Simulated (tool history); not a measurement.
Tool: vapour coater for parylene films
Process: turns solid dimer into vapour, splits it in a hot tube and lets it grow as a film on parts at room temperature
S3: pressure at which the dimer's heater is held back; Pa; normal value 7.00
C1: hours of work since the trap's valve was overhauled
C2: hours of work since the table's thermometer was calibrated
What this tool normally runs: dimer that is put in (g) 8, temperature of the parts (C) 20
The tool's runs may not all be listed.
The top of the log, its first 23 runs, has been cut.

At day 12.100: trap's valve overhauled, once more.
Run 24, day 12.162: usual settings; C1 1; C2 428. Result: thickness of the film (nm) 1890.
Run 25, day 12.696: usual settings but temperature of the parts (C) 22; C1 7; C2 434. Result: thickness of the film (nm) 1850.
Run 26, day 13.367: usual settings but dimer that is put in (g) 7, temperature of the parts (C) 21; C1 15; C2 442. Result: thickness of the film (nm) 1660.
Run 27, day 13.704: usual settings but dimer that is put in (g) 5, temperature of the parts (C) 22, S3 7.73 Pa; C1 19; C2 446. Result: thickness of the film (nm) 1140.
Run 28, day 14.129: usual settings but dimer that is put in (g) 5, temperature of the parts (C) 22, S3 7.73 Pa; C1 24; C2 451. Result: thickness of the film (nm) 1140.
Run 29, day 14.725: usual settings but dimer that is put in (g) 5, temperature of the parts (C) 22, S3 7.73 Pa; C1 31; C2 458. Result: thickness of the film (nm) 1120.
Run 30, day 15.058: usual settings but dimer that is put in (g) 5, temperature of the parts (C) 22, S3 7.73 Pa; C1 35; C2 462. Result: thickness of the film (nm) 1130.
Run 31, day 15.625: usual settings but dimer that is put in (g) 5, temperature of the parts (C) 22, S3 7.73 Pa; C1 41; C2 468. Result: thickness of the film (nm) 1150.
Run 32, day 16.054: usual settings but dimer that is put in (g) 5, temperature of the parts (C) 22, S3 7.73 Pa; C1 46; C2 473. Result: thickness of the film (nm) 1140.
Run 33, day 16.408: usual settings but dimer that is put in (g) 5, temperature of the parts (C) 22, S3 7.73 Pa; C1 50; C2 478. Result: thickness of the film (nm) 1120.
Run 34, day 17.096: usual settings but dimer that is put in (g) 5, temperature of the parts (C) 29, S3 2.77 Pa; C1 58; C2 486. Result: thickness of the film (nm) 1290.
Run 35, day 17.712: usual settings but dimer that is put in (g) 5, temperature of the parts (C) 13, S3 2.77 Pa; C1 65; C2 493. Result: thickness of the film (nm) 1620.
Run 36, day 18.396: usual settings but dimer that is put in (g) 13, temperature of the parts (C) 22, S3 2.81 Pa; C1 73; C2 501. Result: thickness of the film (nm) 3680.
Run 37, day 19.046: usual settings but S3 7.33 Pa; C1 81; C2 508. Result: thickness of the film (nm) 1890.
Run 38, day 19.458: usual settings but dimer that is put in (g) 7, temperature of the parts (C) 13, S3 11.81 Pa; C1 86; C2 513. Result: thickness of the film (nm) 1600.
Run 39, day 20.100: usual settings but dimer that is put in (g) 4, temperature of the parts (C) 25, S3 11.81 Pa; C1 93; C2 521. Result: thickness of the film (nm) 790.
Run 40, day 20.462: usual settings but temperature of the parts (C) 30, S3 8.41 Pa; C1 98; C2 525. Result: thickness of the film (nm) 1540.
Run 41, day 20.946: usual settings but temperature of the parts (C) 30, S3 8.41 Pa; C1 103; C2 530. Result: thickness of the film (nm) 1510.
Run 42, day 21.571: usual settings but dimer that is put in (g) 6, S3 3.99 Pa; C1 110; C2 538. Result: thickness of the film (nm) 1600.
Run 43, day 22.250: usual settings but S3 5.79 Pa; C1 118; C2 546. Result: thickness of the film (nm) 1940.
Run 44, day 22.833: usual settings but S3 5.79 Pa; C1 125; C2 552. Result: thickness of the film (nm) 1970.
Run 45, day 23.354: usual settings but S3 5.79 Pa; C1 131; C2 559. Result: thickness of the film (nm) 1950.
Run 46, day 23.929: usual settings but temperature of the parts (C) 31, S3 3.78 Pa; C1 138; C2 565. Result: thickness of the film (nm) 1810.

Branching from run 46: 3 alternative next runs. What would each branch give?
Run A, day 24.333: usual settings but temperature of the parts (C) 27, S3 3.78 Pa; C1 143; C2 570. Result: thickness of the film (nm) ?.
Run B, day 24.333: usual settings but dimer that is put in (g) 12, temperature of the parts (C) 28, S3 7.55 Pa; C1 143; C2 570. Result: thickness of the film (nm) ?.
Run C, day 24.333: usual settings but dimer that is put in (g) 7, temperature of the parts (C) 31, S3 3.78 Pa; C1 143; C2 570. Result: thickness of the film (nm) ?.

run  thickness of the film (nm)
  A                        1950
  B                        2390
  C                        1580
Without the tool's hidden state the same runs would have given:
run  thickness of the film (nm)
  A                        2020
  B                        2480
  C                        1630
